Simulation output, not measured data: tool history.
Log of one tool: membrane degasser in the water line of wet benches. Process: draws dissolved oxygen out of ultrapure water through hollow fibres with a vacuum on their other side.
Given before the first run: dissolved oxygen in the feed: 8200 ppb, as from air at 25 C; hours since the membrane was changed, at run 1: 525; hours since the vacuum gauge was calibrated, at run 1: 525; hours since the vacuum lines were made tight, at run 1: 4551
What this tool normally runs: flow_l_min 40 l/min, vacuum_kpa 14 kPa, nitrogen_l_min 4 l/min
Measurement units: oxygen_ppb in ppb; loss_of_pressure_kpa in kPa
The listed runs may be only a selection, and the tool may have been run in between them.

| run | hour | flow_l_min | vacuum_kpa | nitrogen_l_min | hours since the membrane was changed | hours since the vacuum gauge was calibrated | hours since the vacuum lines were made tight | oxygen_ppb | loss_of_pressure_kpa |
|---|---|---|---|---|---|---|---|---|---|
| 1 | 0 | 40 | 14 | 4 | 525 | 525 | 4551 | 260.6 | 56.79 |
| 2 | 44.7 | 40 | 14 | 4 | 570 | 570 | 4596 | 260.2 | 57.19 |
| 3 | 83 | 40 | 14.3 | 4 | 608 | 608 | 4634 | 267.1 | 56.81 |
| 4 | 114.5 | 40 | 14.3 | 4 | 639 | 639 | 4666 | 266.6 | 57 |
| 5 | 159.5 | 40 | 14.3 | 4 | 684 | 684 | 4711 | 268 | 57.35 |
| 6 | 200.9 | 40 | 14 | 4 | 726 | 726 | 4752 | 260.8 | 57.02 |
| 7 | 243.9 | 40 | 14 | 4 | 769 | 769 | 4795 | 261 | 56.95 |
| 8 | 290.7 | 40 | 14 | 3.07 | 816 | 816 | 4842 | 327.6 | 57.22 |
| 9 | 317 | 40 | 14 | 3.07 | 842 | 842 | 4868 | 327.4 | 56.81 |
| 10 | 346.9 | 40 | 14 | 3.07 | 872 | 872 | 4898 | 327 | 57.04 |
| 11 | 391.1 | 53 | 14 | 4 | 916 | 916 | 4942 | 343.3 | 75.25 |
| 12 | 431.8 | 53 | 14 | 4 | 957 | 957 | 4983 | 344.7 | 75.99 |
| 13 | 464.7 | 53 | 14 | 4 | 990 | 990 | 5016 | 343.4 | 75.71 |
| 14 | 520.6 | 53 | 14 | 4 | 1046 | 1046 | 5072 | 345.4 | 75.98 |
| 15 | 557.8 | 53 | 14 | 4 | 1083 | 1083 | 5109 | 345.5 | 75.95 |
| 16 | 589.1 | 53 | 14 | 4 | 1114 | 1114 | 5140 | 346.2 | 75.84 |
| 17 | 614.2 | 26 | 24.8 | 4 | 1139 | 1139 | 5165 | 332.2 | 37.3 |
| 18 | 666.1 | 59 | 26.6 | 2.32 | 1191 | 1191 | 5217 | 1168.1 | 84.47 |
|  | 671.2 | vacuum gauge calibrated |
| 19 | 694.4 | 59 | 26.6 | 2.32 | 1219 | 23 | 5245 | 1170.8 | 84.58 |
| 20 | 727.9 | 59 | 26.6 | 2.32 | 1252 | 57 | 5279 | 1154.7 | 84.51 |
| 21 | 756.1 | 59 | 26.6 | 2.32 | 1280 | 85 | 5307 | 1158.1 | 84.36 |
| 22 | 782.6 | 40 | 8.8 | 4 | 1307 | 111 | 5333 | 145.1 | 57.5 |
| 23 | 840.8 | 40 | 8.8 | 4 | 1365 | 170 | 5391 | 144.9 | 56.96 |

Predict the results of run 24:
| 24 | 884.2 | 40 | 8.8 | 4 | 1409 | 213 | 5435 | ? | ? |

oxygen_ppb: 144.8 ppb
loss_of_pressure_kpa: 56.89 kPa
Minus the tool's unlogged condition, the same run would have read oxygen_ppb 141.4 ppb, loss_of_pressure_kpa 56.38 kPa.

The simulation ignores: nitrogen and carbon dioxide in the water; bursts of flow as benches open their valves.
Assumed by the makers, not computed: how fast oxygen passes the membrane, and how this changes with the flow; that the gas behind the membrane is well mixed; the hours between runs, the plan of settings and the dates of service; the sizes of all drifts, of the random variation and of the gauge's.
